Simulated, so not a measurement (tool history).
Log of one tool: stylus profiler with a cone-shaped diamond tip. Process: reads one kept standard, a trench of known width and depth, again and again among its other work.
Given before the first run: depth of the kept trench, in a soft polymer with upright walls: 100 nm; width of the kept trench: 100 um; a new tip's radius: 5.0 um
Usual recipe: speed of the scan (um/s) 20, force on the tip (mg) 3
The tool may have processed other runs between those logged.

run   hour  speed of the scan (um/s)  force on the tip (mg)  depth of the trench (Å)  width of the trench's floor (µm)
  1      0                        20                      3                   1008.6                             97.85
  2    9.1                        20                      3                   1009.6                             97.85
  3   16.5                        20                      3                   1009.1                             97.81
  4   31.9                        51                      3                   1009.7                             97.73
      33.7  -- height scale calibrated on a step standard
  5   45.6                        20                   1.84                   1005.1                             97.86
  6   54.6                        20                   1.84                   1005.3                             97.78
      58.7  -- height scale calibrated on a step standard, once more
  7   62.5                        20                   1.84                   1007.8                             97.78
  8   77.2                        20                   1.84                   1007.3                             97.79
  9   86.9                        20                   2.72                   1009.6                             97.83
 10   99.6                        20                   2.72                   1009.6                              97.8
 11  108.2                        20                   2.72                   1009.6                             97.81
 12  118.7                        20                   2.72                   1009.8                             97.84
 13  129.8                        73                    3.6                   1011.2                              97.7

Results per run with the tool's hidden condition removed, run-to-run variation unchanged:
Unlogged tool condition in this case: radius of the tip, um; height scale over the true one, %; drift of the gauge itself on depth_nm, %; drift of the gauge itself on floor_um, %.
run  depth of the trench (Å)  width of the trench's floor (µm)
  1                     1010                             97.94
  2                     1011                             97.94
  3                   1010.6                              97.9
  4                   1011.2                             97.83
  5                     1007                             97.95
  6                   1007.1                             97.87
  7                     1008                             97.88
  8                   1007.5                             97.89
  9                   1009.9                             97.94
 10                   1009.9                              97.9
 11                   1009.9                             97.91
 12                   1010.1                             97.94
 13                   1011.5                             97.81

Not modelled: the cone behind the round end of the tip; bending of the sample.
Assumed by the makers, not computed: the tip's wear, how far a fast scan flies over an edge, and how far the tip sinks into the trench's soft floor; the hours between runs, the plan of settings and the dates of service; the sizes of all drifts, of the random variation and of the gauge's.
